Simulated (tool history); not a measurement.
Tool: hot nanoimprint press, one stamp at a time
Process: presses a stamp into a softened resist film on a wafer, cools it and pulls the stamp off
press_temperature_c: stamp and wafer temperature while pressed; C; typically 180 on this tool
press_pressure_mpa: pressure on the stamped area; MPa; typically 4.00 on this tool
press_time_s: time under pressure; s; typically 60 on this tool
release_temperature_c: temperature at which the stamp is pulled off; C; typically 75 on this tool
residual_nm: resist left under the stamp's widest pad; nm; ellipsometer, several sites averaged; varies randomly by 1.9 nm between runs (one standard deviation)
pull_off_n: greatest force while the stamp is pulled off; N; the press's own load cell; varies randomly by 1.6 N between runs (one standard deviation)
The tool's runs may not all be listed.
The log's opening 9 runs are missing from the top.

| run | hour | press_temperature_c | press_pressure_mpa | press_time_s | release_temperature_c | hours of work since the thermocouple was calibrated | imprints on the stamp's release coat | hours of work since the press's seals were changed | residual_nm | pull_off_n |
|---|---|---|---|---|---|---|---|---|---|---|
|  | 222.9 | plate thermocouple calibrated, once more |
| 10 | 225.4 | 180 | 4.00 | 61 | 75 | 1 | 219 | 590 | 398.8 | 232 |
| 11 | 254.0 | 180 | 4.00 | 61 | 75 | 14 | 272 | 603 | 395.1 | 233 |
| 12 | 278.2 | 180 | 4.00 | 61 | 75 | 24 | 317 | 613 | 398.3 | 232 |
| 13 | 314.1 | 171 | 4.00 | 60 | 75 | 40 | 384 | 629 | 509.9 | 234 |
| 14 | 334.0 | 180 | 4.00 | 60 | 75 | 49 | 422 | 638 | 400.4 | 237 |
| 15 | 357.8 | 180 | 4.00 | 60 | 63 | 59 | 466 | 648 | 399.2 | 263 |
| 16 | 382.0 | 180 | 4.00 | 60 | 63 | 70 | 511 | 659 | 404.4 | 265 |
| 17 | 418.0 | 170 | 3.75 | 30 | 63 | 86 | 579 | 675 | 595.5 | 263 |
| 18 | 442.8 | 183 | 4.22 | 43 | 63 | 96 | 625 | 686 | 401.0 | 267 |
| 19 | 478.1 | 180 | 5.31 | 60 | 69 | 112 | 691 | 701 | 356.7 | 255 |
| 20 | 500.1 | 182 | 3.72 | 82 | 82 | 122 | 732 | 711 | 357.1 | 227 |
| 21 | 534.4 | 180 | 3.97 | 60 | 64 | 137 | 796 | 726 | 407.8 | 266 |
|  | 569.1 | stamp cleaned and given a new release coat |
| 22 | 572.9 | 180 | 3.04 | 53 | 82 | 151 | 7 | 740 | 466.5 | 214 |
| 23 | 604.8 | 180 | 5.36 | 60 | 75 | 165 | 66 | 754 | 362.6 | 234 |
| 24 | 626.1 | 180 | 4.62 | 99 | 75 | 174 | 106 | 764 | 324.8 | 230 |
| 25 | 645.8 | 180 | 4.62 | 99 | 75 | 183 | 143 | 772 | 325.1 | 231 |
| 26 | 668.2 | 190 | 6.12 | 60 | 73 | 193 | 185 | 782 | 248.4 | 235 |
| 27 | 692.1 | 179 | 2.92 | 49 | 80 | 203 | 230 | 792 | 494.9 | 225 |
| 28 | 721.8 | 172 | 4.00 | 60 | 66 | 216 | 285 | 805 | 508.1 | 251 |
| 29 | 740.5 | 180 | 2.43 | 60 | 75 | 224 | 320 | 814 | 487.5 | 236 |
| 30 | 766.1 | 192 | 3.32 | 60 | 71 | 236 | 368 | 825 | 319.7 | 247 |

Below are 4 alternative next runs, each starting from the tool's condition after run 30. Predict each:
| A | 792.2 | 191 | 2.41 | 60 | 79 | 247 | 417 | 836 | ? | ? |
| B | 792.2 | 169 | 3.32 | 60 | 71 | 247 | 417 | 836 | ? | ? |
| C | 792.2 | 192 | 3.32 | 57 | 71 | 247 | 417 | 836 | ? | ? |
| D | 792.2 | 175 | 4.68 | 53 | 75 | 247 | 417 | 836 | ? | ? |

| run | residual_nm | pull_off_n |
|---|---|---|
| A | 373.2 | 232 |
| B | 572.0 | 242 |
| C | 323.6 | 248 |
| D | 461.9 | 238 |
With the hidden condition removed and each run's random variation left untouched, the same runs would have given:
| run | residual_nm | pull_off_n |
|---|---|---|
| A | 361.1 | 222 |
| B | 558.3 | 233 |
| C | 310.6 | 238 |
| D | 442.7 | 229 |
